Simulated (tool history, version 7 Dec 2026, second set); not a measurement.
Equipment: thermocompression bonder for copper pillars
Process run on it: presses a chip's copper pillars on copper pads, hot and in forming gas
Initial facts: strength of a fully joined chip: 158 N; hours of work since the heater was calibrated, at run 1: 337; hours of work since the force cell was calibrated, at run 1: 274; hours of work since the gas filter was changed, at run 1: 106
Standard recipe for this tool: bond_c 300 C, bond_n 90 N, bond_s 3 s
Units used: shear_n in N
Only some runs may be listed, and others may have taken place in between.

| run | day | bond_c | bond_n | bond_s | hours of work since the heater was calibrated | hours of work since the force cell was calibrated | hours of work since the gas filter was changed | shear_n |
|---|---|---|---|---|---|---|---|---|
| 1 | 0 | 300 | 90 | 3 | 337 | 274 | 106 | 101.3 |
| 2 | 0.375 | 300 | 90 | 3 | 343 | 280 | 112 | 100.8 |
| 3 | 0.821 | 300 | 90 | 3 | 350 | 288 | 120 | 101.4 |
| 4 | 1.379 | 300 | 90 | 5 | 359 | 297 | 129 | 113 |
| 5 | 1.829 | 300 | 90 | 3 | 366 | 304 | 136 | 99.7 |
| 6 | 2.258 | 300 | 90 | 3 | 373 | 311 | 143 | 99.4 |
| 7 | 2.771 | 300 | 90 | 3 | 382 | 319 | 151 | 99.4 |
| 8 | 3.062 | 300 | 90 | 3 | 386 | 324 | 156 | 99.1 |
| 9 | 3.658 | 300 | 90 | 3 | 396 | 333 | 166 | 98.8 |
| 10 | 4.192 | 300 | 90 | 3 | 405 | 342 | 174 | 99.1 |
| 11 | 4.512 | 300 | 90 | 3 | 410 | 347 | 179 | 97.4 |
| 12 | 5.15 | 300 | 118 | 3 | 420 | 357 | 190 | 116 |
| 13 | 5.579 | 300 | 118 | 3 | 427 | 364 | 197 | 116.9 |
| 14 | 5.912 | 300 | 118 | 3 | 432 | 370 | 202 | 116.6 |
| 15 | 6.4 | 300 | 118 | 3 | 440 | 378 | 210 | 115.7 |
| 16 | 6.817 | 300 | 118 | 3 | 447 | 384 | 217 | 116.7 |
| 17 | 7.2 | 300 | 118 | 3 | 453 | 391 | 223 | 115.2 |
|  | 7.417 | forming gas filter changed |
| 18 | 7.725 | 300 | 118 | 3 | 461 | 399 | 5 | 125.5 |
| 19 | 8.05 | 300 | 90 | 3 | 467 | 404 | 10 | 105.8 |
| 20 | 8.683 | 300 | 90 | 3 | 477 | 414 | 20 | 104.4 |
| 21 | 9.188 | 300 | 90 | 3 | 485 | 422 | 29 | 104 |
| 22 | 9.888 | 297 | 105 | 3 | 496 | 434 | 40 | 113.3 |
| 23 | 10.588 | 297 | 105 | 6 | 508 | 445 | 51 | 129 |
| 24 | 11.112 | 300 | 61 | 4 | 516 | 453 | 60 | 80.6 |
| 25 | 11.512 | 300 | 61 | 4 | 522 | 460 | 66 | 80.1 |
| 26 | 11.808 | 283 | 105 | 2 | 527 | 465 | 71 | 87.8 |
| 27 | 12.217 | 321 | 104 | 3 | 534 | 471 | 77 | 129.3 |
| 28 | 12.55 | 322 | 60 | 7 | 539 | 477 | 83 | 111.6 |
| 29 | 13.046 | 326 | 90 | 8 | 547 | 485 | 91 | 141.1 |

For run 30, what comes out?
| 30 | 13.596 | 326 | 90 | 8 | 556 | 494 | 100 | ? |

{"run 30": {"shear_n": 139.8}}
Were there no unlogged condition in the tool, this run, its random variation unchanged, would have produced shear_n 146.1 N.
